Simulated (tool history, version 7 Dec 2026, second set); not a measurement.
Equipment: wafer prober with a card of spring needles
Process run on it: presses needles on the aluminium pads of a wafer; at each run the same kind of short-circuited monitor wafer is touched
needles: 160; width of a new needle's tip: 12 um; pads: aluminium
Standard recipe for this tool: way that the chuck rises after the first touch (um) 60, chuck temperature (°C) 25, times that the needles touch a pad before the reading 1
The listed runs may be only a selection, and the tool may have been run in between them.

run,hour,way that the chuck rises after the first touch (um),chuck temperature (°C),times that the needles touch a pad before the reading,resistance of one needle with its contact and lead (mohm),way that a needle slides on the pad (um)
1,0.0,60,25,1,383,11.81
# hour 4.6: tips cleaned on abrasive film
# hour 25.4: tips cleaned on abrasive film
2,41.8,60,87,1,383,11.55
# hour 46.6: tips cleaned on abrasive film
# hour 68.6: tips cleaned on abrasive film
3,86.5,60,58,1,387,11.48
# hour 91.3: tips cleaned on abrasive film
# hour 115.0: tips cleaned on abrasive film
# hour 120.0: height of the first contact set anew
# hour 135.0: tips cleaned on abrasive film
4,135.0,60,58,1,254,12.24
# hour 158.4: tips cleaned on abrasive film
# hour 178.4: tips cleaned on abrasive film
5,187.3,68,25,1,326,13.86
# hour 200.5: tips cleaned on abrasive film
# hour 222.5: tips cleaned on abrasive film
# hour 240.7: tips cleaned on abrasive film, once more
6,245.4,60,25,2,279,12.23
# hour 264.4: tips cleaned on abrasive film
7,282.3,60,25,2,319,12.19
# hour 286.9: tips cleaned on abrasive film
# hour 310.2: tips cleaned on abrasive film
# hour 331.4: tips cleaned on abrasive film
8,349.5,60,25,1,383,12.07
# hour 353.0: tips cleaned on abrasive film
# hour 374.1: tips cleaned on abrasive film
9,381.3,60,25,3,273,12.10
# hour 395.0: tips cleaned on abrasive film
# hour 417.6: tips cleaned on abrasive film
# hour 438.5: tips cleaned on abrasive film
10,445.5,60,25,3,276,11.99
# hour 459.8: tips cleaned on abrasive film
# hour 480.2: tips cleaned on abrasive film
# hour 502.5: tips cleaned on abrasive film
11,502.5,60,25,1,258,11.92
# hour 526.2: tips cleaned on abrasive film
# hour 547.6: tips cleaned on abrasive film
12,560.7,60,25,1,386,11.81
# hour 570.3: tips cleaned on abrasive film
# hour 593.4: tips cleaned on abrasive film
# hour 615.8: tips cleaned on abrasive film
13,630.4,60,25,1,388,11.83
# hour 635.2: tips cleaned on abrasive film
# hour 657.9: tips cleaned on abrasive film
14,671.8,60,25,1,396,11.80
# hour 680.0: tips cleaned on abrasive film
# hour 702.1: tips cleaned on abrasive film
# hour 722.7: tips cleaned on abrasive film
15,727.6,49,25,1,374,9.43
# hour 745.5: tips cleaned on abrasive film
# hour 767.2: tips cleaned on abrasive film
# hour 786.4: height of the first contact set anew
# hour 791.2: tips cleaned on abrasive film
16,797.0,50,25,1,369,10.25
# hour 813.1: tips cleaned on abrasive film
# hour 834.2: tips cleaned on abrasive film
# hour 854.1: tips cleaned on abrasive film
17,854.1,65,25,1,245,13.28
# hour 875.6: tips cleaned on abrasive film
# hour 899.3: tips cleaned on abrasive film
# hour 920.5: tips cleaned on abrasive film
18,923.5,62,52,2,278,12.55

Run 19 has not been measured yet. What should we expect?
# hour 942.2: tips cleaned on abrasive film
# hour 965.9: tips cleaned on abrasive film
19,981.9,60,25,1,?,?

{"run 19": {"resistance of one needle with its contact and lead (mohm)": 400, "way that a needle slides on the pad (um)": 12.16}}
Take away the tool's hidden state, keep the run-to-run variation as it was, and the same run would have given resistance of one needle with its contact and lead (mohm) 233, way that a needle slides on the pad (um) 12.35.
